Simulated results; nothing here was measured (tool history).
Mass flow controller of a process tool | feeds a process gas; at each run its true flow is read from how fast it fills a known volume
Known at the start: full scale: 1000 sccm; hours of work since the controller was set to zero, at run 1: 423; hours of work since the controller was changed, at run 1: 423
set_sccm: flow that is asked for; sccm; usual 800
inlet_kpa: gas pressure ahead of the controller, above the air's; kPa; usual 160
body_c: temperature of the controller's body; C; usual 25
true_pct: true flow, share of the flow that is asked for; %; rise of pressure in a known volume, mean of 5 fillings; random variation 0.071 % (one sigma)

run,hour,set_sccm,inlet_kpa,body_c,hours of work since the controller was set to zero,hours of work since the controller was changed,true_pct
1,0,800,160,25,423,423,99.57
2,158.8,800,160,25,524,524,99.42
3,319.9,800,199,25,626,626,99.25
4,405.7,800,199,25,681,681,99.16
5,510.8,800,160,25,747,747,99.45
6,618.4,800,160,24,816,816,99.33
7,728.4,800,160,25,885,885,99.44
8,833.3,800,160,25,952,952,99.34
9,947.6,800,160,25,1025,1025,99.35
10,1084.1,800,160,25,1111,1111,99.36
11,1184.3,800,160,33,1175,1175,100.09
12,1321.6,800,160,33,1262,1262,100.03
13,1439.5,433,160,25,1337,1337,98.29
14,1586.3,319,160,25,1430,1430,97.95
15,1653.9,319,160,25,1473,1473,97.76
# hour 1662.2: controller's zero set anew
16,1732.4,232,160,25,45,1522,97.3
17,1858.4,232,160,34,125,1602,98.17
18,2013.3,232,160,39,223,1701,98.75
19,2120.3,800,188,25,291,1769,98.91
# hour 2157.9: controller's zero set anew, once more
20,2203.6,800,160,25,29,1821,99.02
21,2338.3,800,160,25,115,1907,99.03
22,2490,800,160,25,211,2003,99
23,2557.8,734,167,20,254,2046,98.33
24,2673.6,734,167,20,327,2119,98.16
25,2810.2,734,142,27,414,2206,99.06
26,2936,734,142,27,494,2286,99.02
27,3073.4,734,142,27,581,2373,99.12
28,3152.1,734,142,27,631,2423,98.99
29,3229.6,230,174,36,680,2472,98.41
30,3372.7,230,174,36,771,2563,98.24
31,3496.7,230,174,36,850,2642,98.1
32,3630.9,800,160,30,935,2727,99.29
33,3736.3,212,160,25,1002,2794,96.9
34,3902.5,325,199,36,1107,2899,98.44
35,3986.2,325,199,36,1160,2953,98.33
36,4110.5,392,182,32,1239,3031,98.05
37,4266.1,219,272,39,1338,3130,97.69
38,4377.9,219,272,39,1409,3201,97.69
39,4475.5,219,272,39,1471,3263,97.7
40,4580.7,219,272,39,1538,3330,97.74
41,4714.8,247,246,21,1623,3415,96.12
42,4836.4,254,246,26,1700,3492,96.52
43,4978.9,800,198,28,1790,3583,98.7

5 ways to go on from here, each from the tool as it stands after run 43. What would each give?
A,5127.7,277,187,25,1885,3677,?
B,5127.7,100,216,26,1885,3677,?
C,5127.7,135,257,25,1885,3677,?
D,5127.7,116,199,23,1885,3677,?
E,5127.7,707,160,25,1885,3677,?

run,true_pct
A,96.73
B,95.26
C,95.48
D,95.24
E,98.24
Without the tool's hidden state the same runs would have given:
run,true_pct
A,98.37
B,97.9
C,97.71
D,97.65
E,99.53

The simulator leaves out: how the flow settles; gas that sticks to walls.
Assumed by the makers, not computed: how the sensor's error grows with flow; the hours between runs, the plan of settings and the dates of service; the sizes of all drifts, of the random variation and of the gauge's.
